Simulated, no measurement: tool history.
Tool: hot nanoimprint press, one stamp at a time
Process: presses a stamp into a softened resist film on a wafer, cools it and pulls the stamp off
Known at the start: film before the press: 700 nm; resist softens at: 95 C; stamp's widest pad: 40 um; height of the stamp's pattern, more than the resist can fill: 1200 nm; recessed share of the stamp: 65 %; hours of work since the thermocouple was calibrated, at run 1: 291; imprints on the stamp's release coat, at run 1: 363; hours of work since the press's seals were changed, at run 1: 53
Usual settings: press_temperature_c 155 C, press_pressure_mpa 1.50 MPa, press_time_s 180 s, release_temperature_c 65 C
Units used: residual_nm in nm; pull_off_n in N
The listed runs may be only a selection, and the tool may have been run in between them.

run	hour	press_temperature_c	press_pressure_mpa	press_time_s	release_temperature_c	hours of work since the thermocouple was calibrated	imprints on the stamp's release coat	hours of work since the press's seals were changed	residual_nm	pull_off_n
1	0.0	155	1.50	180	65	291	363	53	301.1	192
2	45.9	155	1.50	180	65	323	464	84	302.7	192
3	102.1	155	1.50	180	65	361	587	122	304.0	196
4	150.2	155	1.50	180	65	393	693	155	302.3	198
5	186.5	155	1.50	180	65	418	772	180	308.0	201
6	251.4	155	1.50	180	65	462	915	223	307.5	206
7	300.0	155	1.50	180	61	495	1021	256	309.0	234
8	344.5	155	1.50	180	61	525	1119	287	311.0	235
# hour 380.9: stamp cleaned and given a new release coat
9	385.4	155	1.50	180	61	548	10	310	310.2	205
10	443.8	144	1.50	180	65	588	138	350	508.1	190
# hour 460.2: plate thermocouple calibrated
11	508.7	155	1.50	263	65	33	274	392	288.1	195
12	557.9	155	1.50	263	65	66	381	425	287.0	198
13	586.5	155	1.50	263	65	85	444	444	290.1	203
# hour 634.4: plate thermocouple calibrated, once more
14	635.8	155	1.50	263	65	1	546	476	256.3	190
15	686.0	155	1.50	180	62	35	656	510	293.7	210
16	739.4	155	1.50	180	62	71	773	546	296.1	212
17	795.7	155	1.50	180	62	109	897	584	296.5	217
18	842.3	147	1.50	312	62	141	999	615	368.6	223
19	882.1	147	1.02	120	62	168	1086	642	553.4	222
20	921.8	147	1.02	120	62	195	1173	669	550.6	226
# hour 935.2: stamp cleaned and given a new release coat
21	957.4	155	1.07	256	65	215	48	689	324.5	180
22	1017.5	144	1.07	256	65	255	180	730	519.6	186
23	1057.7	144	1.07	210	65	283	269	757	537.3	190
24	1089.5	165	1.07	293	65	304	338	779	201.7	192
25	1140.2	149	1.50	180	65	338	450	813	404.3	191
# hour 1162.4: press's hydraulic seals changed and the load cell set to zero
26	1189.9	152	1.50	311	66	367	541	19	291.7	188
27	1239.4	162	1.43	311	66	400	650	52	189.4	194
28	1271.8	162	1.43	311	66	422	721	74	189.5	196
29	1328.5	151	1.06	311	66	460	845	112	379.0	200

Consider 3 possible next runs. They are alternatives, not a sequence: every one starts from the tool as it was left by run 29. What does each give?
A	1383.1	155	1.50	346	52	497	965	149	?	?
B	1383.1	155	1.93	287	65	497	965	149	?	?
C	1383.1	151	1.06	174	66	497	965	149	?	?

run	residual_nm	pull_off_n
A	248.9	286
B	229.0	208
C	447.2	201
What these runs would have given with no unlogged condition in the tool:
run	residual_nm	pull_off_n
A	236.5	250
B	217.3	180
C	429.0	174

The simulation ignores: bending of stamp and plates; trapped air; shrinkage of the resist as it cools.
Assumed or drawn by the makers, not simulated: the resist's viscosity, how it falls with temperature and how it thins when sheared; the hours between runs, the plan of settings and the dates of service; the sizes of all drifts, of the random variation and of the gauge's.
